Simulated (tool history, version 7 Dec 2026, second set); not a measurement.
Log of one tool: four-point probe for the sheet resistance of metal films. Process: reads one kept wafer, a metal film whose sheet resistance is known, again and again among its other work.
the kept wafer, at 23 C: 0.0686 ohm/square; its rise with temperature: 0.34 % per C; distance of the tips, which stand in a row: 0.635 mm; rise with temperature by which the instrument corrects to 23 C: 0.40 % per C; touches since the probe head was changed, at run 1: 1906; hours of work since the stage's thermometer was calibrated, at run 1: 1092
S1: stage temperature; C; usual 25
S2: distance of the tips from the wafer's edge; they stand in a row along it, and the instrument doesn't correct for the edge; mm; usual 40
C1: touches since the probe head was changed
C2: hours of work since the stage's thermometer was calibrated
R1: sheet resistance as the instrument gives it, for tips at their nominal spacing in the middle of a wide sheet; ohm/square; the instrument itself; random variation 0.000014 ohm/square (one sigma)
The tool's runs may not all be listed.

run	hour	S1	S2	C1	C2	R1
1	0.0	25	40	1906	1092	0.068530
2	11.8	25	12	2386	1098	0.068615
3	22.5	25	12	2821	1103	0.068640
4	29.1	25	12	3092	1106	0.068601
5	39.9	25	12	3533	1111	0.068625
6	51.1	25	34	3989	1116	0.068513
7	65.3	25	34	4566	1122	0.068529
8	79.1	19	40	5128	1129	0.068808
9	94.1	23	39	5741	1136	0.068607

Forecast run 10:
10	106.9	19	36	6260	1141	?

{"run 10": {"R1": 0.068783}}
Without the tool's hidden state the same run would have given R1 0.068782 ohm/square.

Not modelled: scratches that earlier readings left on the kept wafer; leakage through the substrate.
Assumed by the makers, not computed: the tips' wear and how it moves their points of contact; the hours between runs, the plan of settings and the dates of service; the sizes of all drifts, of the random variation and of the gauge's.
